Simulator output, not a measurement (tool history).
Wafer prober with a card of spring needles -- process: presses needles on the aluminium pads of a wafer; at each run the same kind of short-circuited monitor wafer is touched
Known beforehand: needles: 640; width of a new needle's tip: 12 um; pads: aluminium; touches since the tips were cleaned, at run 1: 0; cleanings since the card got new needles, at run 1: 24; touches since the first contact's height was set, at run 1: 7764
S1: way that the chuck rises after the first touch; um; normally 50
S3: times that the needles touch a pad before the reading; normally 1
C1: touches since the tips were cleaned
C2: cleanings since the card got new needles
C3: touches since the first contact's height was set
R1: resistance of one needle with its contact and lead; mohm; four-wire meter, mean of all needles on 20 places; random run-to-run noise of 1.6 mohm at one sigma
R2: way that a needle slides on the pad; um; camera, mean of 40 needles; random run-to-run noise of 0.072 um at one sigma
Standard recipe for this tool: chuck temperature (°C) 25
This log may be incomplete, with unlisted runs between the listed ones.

{"run": 1, "hour": 0.0, "S1": 50, "chuck temperature (°C)": 25, "S3": 1, "C1": 0, "C2": 24, "C3": 7764, "R1": 158, "R2": 8.33}
{"run": 2, "hour": 20.2, "S1": 32, "chuck temperature (°C)": 25, "S3": 1, "C1": 5101, "C2": 24, "C3": 12865, "R1": 367, "R2": 5.39}
{"hour": 26.9, "done": "tips cleaned on abrasive film"}
{"run": 3, "hour": 36.4, "S1": 50, "chuck temperature (°C)": 40, "S3": 1, "C1": 2382, "C2": 25, "C3": 16927, "R1": 221, "R2": 8.3}
{"hour": 53.8, "done": "tips cleaned on abrasive film"}
{"run": 4, "hour": 63.6, "S1": 50, "chuck temperature (°C)": 40, "S3": 1, "C1": 2495, "C2": 26, "C3": 23788, "R1": 226, "R2": 8.26}
{"run": 5, "hour": 75.8, "S1": 50, "chuck temperature (°C)": 40, "S3": 1, "C1": 5554, "C2": 26, "C3": 26847, "R1": 244, "R2": 8.36}
{"hour": 81.7, "done": "tips cleaned on abrasive film"}
{"run": 6, "hour": 90.4, "S1": 50, "chuck temperature (°C)": 40, "S3": 1, "C1": 2191, "C2": 27, "C3": 30516, "R1": 225, "R2": 8.22}
{"hour": 109.1, "done": "tips cleaned on abrasive film"}
{"run": 7, "hour": 112.5, "S1": 50, "chuck temperature (°C)": 25, "S3": 1, "C1": 836, "C2": 28, "C3": 36064, "R1": 192, "R2": 8.2}
{"hour": 136.7, "done": "tips cleaned on abrasive film"}
{"run": 8, "hour": 136.7, "S1": 50, "chuck temperature (°C)": 25, "S3": 1, "C1": 0, "C2": 29, "C3": 42168, "R1": 161, "R2": 8.32}
{"run": 9, "hour": 157.4, "S1": 50, "chuck temperature (°C)": 25, "S3": 1, "C1": 5233, "C2": 29, "C3": 47401, "R1": 246, "R2": 8.04}
{"hour": 163.3, "done": "tips cleaned on abrasive film"}
{"run": 10, "hour": 180.5, "S1": 50, "chuck temperature (°C)": 25, "S3": 1, "C1": 4339, "C2": 30, "C3": 53195, "R1": 243, "R2": 8.37}
{"hour": 191.2, "done": "tips cleaned on abrasive film"}
{"run": 11, "hour": 202.5, "S1": 50, "chuck temperature (°C)": 83, "S3": 1, "C1": 2844, "C2": 31, "C3": 58733, "R1": 233, "R2": 8.17}
{"hour": 219.2, "done": "tips cleaned on abrasive film"}
{"run": 12, "hour": 229.8, "S1": 50, "chuck temperature (°C)": 83, "S3": 1, "C1": 2670, "C2": 32, "C3": 65602, "R1": 235, "R2": 7.98}
{"hour": 246.1, "done": "tips cleaned on abrasive film"}
{"run": 13, "hour": 246.9, "S1": 50, "chuck temperature (°C)": 25, "S3": 1, "C1": 210, "C2": 33, "C3": 69907, "R1": 161, "R2": 8.17}
{"run": 14, "hour": 271.8, "S1": 46, "chuck temperature (°C)": 25, "S3": 1, "C1": 6486, "C2": 33, "C3": 76183, "R1": 271, "R2": 7.47}
{"hour": 273.9, "done": "tips cleaned on abrasive film"}
{"run": 15, "hour": 296.7, "S1": 46, "chuck temperature (°C)": 25, "S3": 1, "C1": 5749, "C2": 34, "C3": 82450, "R1": 274, "R2": 7.37}
{"hour": 302.0, "done": "tips cleaned on abrasive film"}
{"run": 16, "hour": 314.5, "S1": 50, "chuck temperature (°C)": 25, "S3": 1, "C1": 3172, "C2": 35, "C3": 86923, "R1": 242, "R2": 8.01}
{"hour": 329.0, "done": "tips cleaned on abrasive film"}
{"run": 17, "hour": 335.4, "S1": 50, "chuck temperature (°C)": 25, "S3": 1, "C1": 1620, "C2": 36, "C3": 92182, "R1": 210, "R2": 8.11}
{"hour": 356.8, "done": "tips cleaned on abrasive film"}
{"run": 18, "hour": 357.8, "S1": 50, "chuck temperature (°C)": 29, "S3": 1, "C1": 242, "C2": 37, "C3": 97803, "R1": 175, "R2": 7.94}
{"run": 19, "hour": 377.6, "S1": 50, "chuck temperature (°C)": 29, "S3": 1, "C1": 5245, "C2": 37, "C3": 102806, "R1": 252, "R2": 8.02}
{"hour": 384.2, "done": "tips cleaned on abrasive film"}
{"run": 20, "hour": 400.8, "S1": 68, "chuck temperature (°C)": 87, "S3": 3, "C1": 4190, "C2": 38, "C3": 108640, "R1": 174, "R2": 11.12}
{"hour": 412.6, "done": "tips cleaned on abrasive film"}
{"run": 21, "hour": 430.0, "S1": 50, "chuck temperature (°C)": 25, "S3": 1, "C1": 4401, "C2": 39, "C3": 115995, "R1": 251, "R2": 8.02}
{"hour": 441.6, "done": "tips cleaned on abrasive film"}
{"run": 22, "hour": 446.6, "S1": 34, "chuck temperature (°C)": 25, "S3": 1, "C1": 1249, "C2": 40, "C3": 120151, "R1": 271, "R2": 5.31}
{"run": 23, "hour": 460.5, "S1": 55, "chuck temperature (°C)": 94, "S3": 1, "C1": 4756, "C2": 40, "C3": 123658, "R1": 241, "R2": 8.87}
{"hour": 469.8, "done": "tips cleaned on abrasive film"}
{"run": 24, "hour": 473.5, "S1": 58, "chuck temperature (°C)": 34, "S3": 1, "C1": 912, "C2": 41, "C3": 126913, "R1": 183, "R2": 9.21}
{"run": 25, "hour": 494.4, "S1": 35, "chuck temperature (°C)": 39, "S3": 1, "C1": 6204, "C2": 41, "C3": 132205, "R1": 370, "R2": 5.56}
{"hour": 496.8, "done": "tips cleaned on abrasive film"}
{"run": 26, "hour": 509.8, "S1": 41, "chuck temperature (°C)": 96, "S3": 1, "C1": 3285, "C2": 42, "C3": 136068, "R1": 291, "R2": 6.51}
{"hour": 523.4, "done": "tips cleaned on abrasive film"}
{"run": 27, "hour": 530.7, "S1": 50, "chuck temperature (°C)": 25, "S3": 2, "C1": 1832, "C2": 43, "C3": 141314, "R1": 193, "R2": 7.94}
{"hour": 551.7, "done": "tips cleaned on abrasive film"}
{"run": 28, "hour": 556.2, "S1": 50, "chuck temperature (°C)": 25, "S3": 2, "C1": 1134, "C2": 44, "C3": 147743, "R1": 187, "R2": 7.98}
{"run": 29, "hour": 577.9, "S1": 50, "chuck temperature (°C)": 25, "S3": 2, "C1": 6614, "C2": 44, "C3": 153223, "R1": 218, "R2": 7.97}
{"hour": 579.9, "done": "tips cleaned on abrasive film"}
{"run": 30, "hour": 591.3, "S1": 50, "chuck temperature (°C)": 25, "S3": 2, "C1": 2878, "C2": 45, "C3": 156577, "R1": 208, "R2": 7.92}
{"hour": 607.2, "done": "tips cleaned on abrasive film"}
{"run": 31, "hour": 619.1, "S1": 46, "chuck temperature (°C)": 40, "S3": 1, "C1": 3019, "C2": 46, "C3": 163572, "R1": 259, "R2": 7.12}
{"hour": 634.7, "done": "tips cleaned on abrasive film"}
{"run": 32, "hour": 644.6, "S1": 46, "chuck temperature (°C)": 40, "S3": 1, "C1": 2483, "C2": 47, "C3": 169975, "R1": 259, "R2": 7.29}
{"hour": 662.1, "done": "tips cleaned on abrasive film"}
{"run": 33, "hour": 666.8, "S1": 46, "chuck temperature (°C)": 40, "S3": 1, "C1": 1195, "C2": 48, "C3": 175576, "R1": 227, "R2": 7.15}

Same runs, no hidden state in the tool, same run-to-run variation:
Unlogged tool condition in this case: debris on the tips, nm; way that the needles fall short of the set height, um; tips' diameter, um; drift of the gauge itself on contact_mohm, %; drift of the gauge itself on scrub_um, %.
run=1 R1=148 R2=8.36
run=2 R1=158 R2=5.41
run=3 R1=153 R2=8.34
run=4 R1=152 R2=8.32
run=5 R1=150 R2=8.43
run=6 R1=154 R2=8.30
run=7 R1=151 R2=8.31
run=8 R1=149 R2=8.45
run=9 R1=148 R2=8.17
run=10 R1=149 R2=8.52
run=11 R1=158 R2=8.34
run=12 R1=159 R2=8.18
run=13 R1=146 R2=8.38
run=14 R1=150 R2=7.68
run=15 R1=151 R2=7.60
run=16 R1=152 R2=8.26
run=17 R1=149 R2=8.38
run=18 R1=153 R2=8.23
run=19 R1=149 R2=8.31
run=20 R1=154 R2=11.43
run=21 R1=147 R2=8.34
run=22 R1=154 R2=5.65
run=23 R1=161 R2=9.22
run=24 R1=147 R2=9.56
run=25 R1=154 R2=5.92
run=26 R1=163 R2=6.89
run=27 R1=148 R2=8.33
run=28 R1=152 R2=8.40
run=29 R1=148 R2=8.39
run=30 R1=149 R2=8.35
run=31 R1=151 R2=7.58
run=32 R1=154 R2=7.77
run=33 R1=153 R2=7.64
